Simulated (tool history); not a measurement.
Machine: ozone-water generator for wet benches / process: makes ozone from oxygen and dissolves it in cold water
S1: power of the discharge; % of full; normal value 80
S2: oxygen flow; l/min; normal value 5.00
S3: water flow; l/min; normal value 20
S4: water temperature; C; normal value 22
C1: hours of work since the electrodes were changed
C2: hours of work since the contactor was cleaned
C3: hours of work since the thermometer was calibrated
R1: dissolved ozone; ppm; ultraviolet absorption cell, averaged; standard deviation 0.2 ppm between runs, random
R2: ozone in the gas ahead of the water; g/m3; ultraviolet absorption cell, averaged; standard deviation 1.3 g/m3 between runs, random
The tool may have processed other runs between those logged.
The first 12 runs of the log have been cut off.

Run 13, day 26.700: usual settings; C1 2611; C2 1174; C3 403. Result: R1 28.2 ppm, R2 251.1 g/m3.
Run 14, day 28.342: usual settings; C1 2641; C2 1205; C3 434. Result: R1 28.8 ppm, R2 249.2 g/m3.
Run 15, day 29.867: usual settings but S4 29 C; C1 2670; C2 1233; C3 463. Result: R1 25.9 ppm, R2 251.9 g/m3.
Run 16, day 31.138: usual settings; C1 2694; C2 1257; C3 487. Result: R1 28.6 ppm, R2 248.4 g/m3.
Run 17, day 34.125: usual settings; C1 2750; C2 1313; C3 542. Result: R1 28.5 ppm, R2 251.8 g/m3.
Run 18, day 36.500: usual settings but S3 16 l/min; C1 2794; C2 1357; C3 587. Result: R1 33.4 ppm, R2 250.6 g/m3.
Run 19, day 39.162: usual settings but S4 14 C; C1 2844; C2 1407; C3 637. Result: R1 31.7 ppm, R2 251.3 g/m3.
Run 20, day 42.033: usual settings but S1 41 % of full, S2 6.20 l/min, S3 15 l/min, S4 15 C; C1 2898; C2 1461; C3 691. Result: R1 27.6 ppm, R2 161.7 g/m3.
Run 21, day 44.096: usual settings but S1 45 % of full, S2 8.39 l/min, S3 22 l/min, S4 23 C; C1 2936; C2 1500; C3 729. Result: R1 20.2 ppm, R2 150.8 g/m3.
Run 22, day 45.917: usual settings but S1 61 % of full, S2 3.52 l/min, S3 14 l/min; C1 2970; C2 1534; C3 763. Result: R1 29.8 ppm, R2 250.1 g/m3.
Run 23, day 47.546: usual settings but S1 44 % of full, S2 3.33 l/min, S3 14 l/min; C1 3001; C2 1564; C3 794. Result: R1 25.1 ppm, R2 212.9 g/m3.
Run 24, day 49.608: usual settings but S1 93 % of full, S2 4.54 l/min, S3 30 l/min, S4 24 C; C1 3040; C2 1603; C3 832. Result: R1 21.1 ppm, R2 282.5 g/m3.
Run 25, day 51.167: usual settings but S1 93 % of full, S2 4.54 l/min, S3 30 l/min, S4 24 C; C1 3069; C2 1632; C3 862. Result: R1 21.3 ppm, R2 281.8 g/m3.
Run 26, day 53.367: usual settings but S1 93 % of full, S2 4.54 l/min, S3 30 l/min, S4 24 C; C1 3110; C2 1673; C3 903. Result: R1 21.3 ppm, R2 281.5 g/m3.
Run 27, day 55.175: usual settings but S1 64 % of full, S2 3.84 l/min, S3 12 l/min, S4 29 C; C1 3144; C2 1707; C3 937. Result: R1 30.3 ppm, R2 245.9 g/m3.
Run 28, day 57.354: usual settings but S1 74 % of full, S2 8.75 l/min, S3 12 l/min, S4 28 C; C1 3185; C2 1748; C3 978. Result: R1 31.6 ppm, R2 195.4 g/m3.
Run 29, day 59.646: usual settings but S4 17 C; C1 3228; C2 1791; C3 1020. Result: R1 30.8 ppm, R2 251.2 g/m3.
Run 30, day 61.996: usual settings but S1 62 % of full, S2 7.84 l/min, S3 19 l/min, S4 15 C; C1 3272; C2 1835; C3 1064. Result: R1 30.4 ppm, R2 183.1 g/m3.
Run 31, day 65.062: usual settings but S1 62 % of full, S2 7.84 l/min, S3 19 l/min, S4 15 C; C1 3329; C2 1892; C3 1122. Result: R1 30.3 ppm, R2 183.1 g/m3.
Run 32, day 66.529: usual settings but S1 62 % of full, S2 7.27 l/min, S3 19 l/min, S4 15 C; C1 3357; C2 1920; C3 1149. Result: R1 30.3 ppm, R2 189.9 g/m3.
Run 33, day 69.158: usual settings but S1 42 % of full; C1 3406; C2 1969; C3 1199. Result: R1 20.1 ppm, R2 177.9 g/m3.

What if the next run were any one of these 4? Each begins from the tool's condition after run 33:
Run A, day 70.512: usual settings but S1 89 % of full, S2 3.15 l/min, S4 20 C; C1 3431; C2 1994; C3 1224. Result: R1 ?, R2 ?.
Run B, day 70.512: usual settings but S1 64 % of full; C1 3431; C2 1994; C3 1224. Result: R1 ?, R2 ?.
Run C, day 70.512: usual settings but S1 51 % of full, S2 2.81 l/min, S4 17 C; C1 3431; C2 1994; C3 1224. Result: R1 ?, R2 ?.
Run D, day 70.512: usual settings but S1 76 % of full; C1 3431; C2 1994; C3 1224. Result: R1 ?, R2 ?.

run    R1     R2
  A  28.4  318.5
  B  25.0  222.1
  C  20.8  246.1
  D  27.8  240.5
Take away the tool's hidden state, keep each run's random variation, and the runs would have read:
run    R1     R2
  A  28.4  318.7
  B  25.0  222.2
  C  20.8  246.2
  D  27.9  240.7

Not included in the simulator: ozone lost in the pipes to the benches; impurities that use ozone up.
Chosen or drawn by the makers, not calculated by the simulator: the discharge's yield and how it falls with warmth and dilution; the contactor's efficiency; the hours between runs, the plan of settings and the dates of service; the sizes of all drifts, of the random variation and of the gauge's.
